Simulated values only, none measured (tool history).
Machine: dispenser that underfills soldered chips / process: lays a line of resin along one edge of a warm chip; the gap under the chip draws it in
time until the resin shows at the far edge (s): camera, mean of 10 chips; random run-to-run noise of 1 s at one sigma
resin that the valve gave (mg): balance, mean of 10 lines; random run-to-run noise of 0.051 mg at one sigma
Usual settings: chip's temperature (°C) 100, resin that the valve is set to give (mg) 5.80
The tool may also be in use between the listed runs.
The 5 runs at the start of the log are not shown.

run   hour  chip's temperature (°C)  resin that the valve is set to give (mg)  hours of work since the syringe was changed  hours of work since the valve was cleaned  hours of work since the stage was calibrated  time until the resin shows at the far edge (s)  resin that the valve gave (mg)
      44.7  -- dispensing valve cleaned and set on the balance
      52.6  -- new syringe of resin
  6   52.9                      100                                      5.80                                            0                                          5                                           282                                           104.7                            5.83
      63.1  -- new syringe of resin
  7   63.4                      100                                      5.80                                            0                                         12                                           289                                           105.7                            5.74
      73.4  -- new syringe of resin
  8   73.4                      107                                      5.80                                            0                                         19                                           295                                            81.8                            5.75
      83.5  -- new syringe of resin
  9   84.2                      113                                      5.80                                            0                                         25                                           302                                            70.6                            5.74
      93.6  -- new syringe of resin
 10   98.2                      100                                      5.80                                            3                                         35                                           311                                           128.4                            5.74
     103.9  -- new syringe of resin
 11  106.7                      100                                      5.80                                            2                                         40                                           317                                           118.4                            5.67
     114.1  -- new syringe of resin
 12  114.1                      100                                      5.80                                            0                                         45                                           321                                           102.2                            5.73
     125.1  -- new syringe of resin
 13  126.8                      100                                      5.80                                            1                                         53                                           330                                           111.9                            5.63
 14  133.4                      100                                      5.80                                            6                                         57                                           334                                           152.0                            5.71
     135.3  -- new syringe of resin
     146.3  -- new syringe of resin
 15  149.0                      100                                      5.80                                            2                                         67                                           344                                           119.2                            5.64
     157.0  -- new syringe of resin
 16  163.0                      100                                      5.80                                            4                                         77                                           353                                           142.7                            5.56
     168.1  -- new syringe of resin
 17  177.2                      100                                      7.14                                            6                                         86                                           362                                           155.6                            6.82
     178.8  -- new syringe of resin
     189.5  -- new syringe of resin
 18  189.5                      109                                      7.16                                            0                                         94                                           370                                            77.8                            6.77
     199.8  -- new syringe of resin
 19  199.8                      114                                      6.67                                            0                                        100                                           377                                            66.8                            6.30
     209.9  -- new syringe of resin
 20  213.6                      114                                      6.67                                            2                                        109                                           386                                            79.0                            6.34
     220.9  -- new syringe of resin
 21  226.3                       86                                      5.54                                            4                                        118                                           394                                           220.2                            5.13
     231.5  -- new syringe of resin
 22  235.0                       86                                      5.54                                            2                                        123                                           400                                           202.9                            5.16

Expected results for the next run?
     242.3  -- new syringe of resin
 23  244.3                      106                                      6.53                                            1                                        129                                           406                                               ?                               ?

Run 23 produced time until the resin shows at the far edge (s) 95.4, resin that the valve gave (mg) 6.05.
Take away the tool's hidden state, keep the run-to-run variation as it was, and the same run would have given time until the resin shows at the far edge (s) 81.9, resin that the valve gave (mg) 6.52.
